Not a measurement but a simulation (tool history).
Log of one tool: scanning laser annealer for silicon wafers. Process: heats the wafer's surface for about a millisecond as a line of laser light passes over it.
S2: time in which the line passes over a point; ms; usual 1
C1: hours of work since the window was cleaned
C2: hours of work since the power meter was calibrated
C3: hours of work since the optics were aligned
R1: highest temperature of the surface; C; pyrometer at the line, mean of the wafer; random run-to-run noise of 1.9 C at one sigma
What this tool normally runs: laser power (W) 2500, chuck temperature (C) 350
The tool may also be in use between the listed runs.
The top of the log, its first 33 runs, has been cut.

run 34 hour=308.7 | laser_power_(W)=2509 S2=1 chuck_temperature_(C)=330 | C1=324 C2=586 C3=161 | R1=1103
run 35 hour=321.3 | laser_power_(W)=2471 S2=1 chuck_temperature_(C)=350 | C1=334 C2=596 C3=171 | R1=1113
run 36 hour=330.3 | laser_power_(W)=2482 S2=1 chuck_temperature_(C)=327 | C1=341 C2=603 C3=179 | R1=1092
run 37 hour=340 | laser_power_(W)=2707 S2=0.75 chuck_temperature_(C)=350 | C1=349 C2=611 C3=186 | R1=1078
run 38 hour=352.2 | laser_power_(W)=2707 S2=0.75 chuck_temperature_(C)=350 | C1=358 C2=621 C3=196 | R1=1075
run 39 hour=360.2 | laser_power_(W)=2169 S2=0.75 chuck_temperature_(C)=322 | C1=365 C2=627 C3=203 | R1=915
run 40 hour=367.6 | laser_power_(W)=2169 S2=0.75 chuck_temperature_(C)=322 | C1=371 C2=633 C3=208 | R1=913
run 41 hour=380.5 | laser_power_(W)=2169 S2=0.75 chuck_temperature_(C)=322 | C1=381 C2=643 C3=219 | R1=916
run 42 hour=387.2 | laser_power_(W)=2576 S2=1.2 chuck_temperature_(C)=318 | C1=386 C2=649 C3=224 | R1=1175

3 ways to go on from here, each from the tool as it stands after run 42. What would each give?
run A hour=392.6 | laser_power_(W)=2646 S2=1.2 chuck_temperature_(C)=340 | C1=390 C2=653 C3=228 | R1=?
run B hour=392.6 | laser_power_(W)=2561 S2=1 chuck_temperature_(C)=350 | C1=390 C2=653 C3=228 | R1=?
run C hour=392.6 | laser_power_(W)=2660 S2=1 chuck_temperature_(C)=322 | C1=390 C2=653 C3=228 | R1=?

run=A R1=1219
run=B R1=1138
run=C R1=1133
Had the tool no hidden state, the same runs would have come out as:
run=A R1=1258
run=B R1=1173
run=C R1=1169
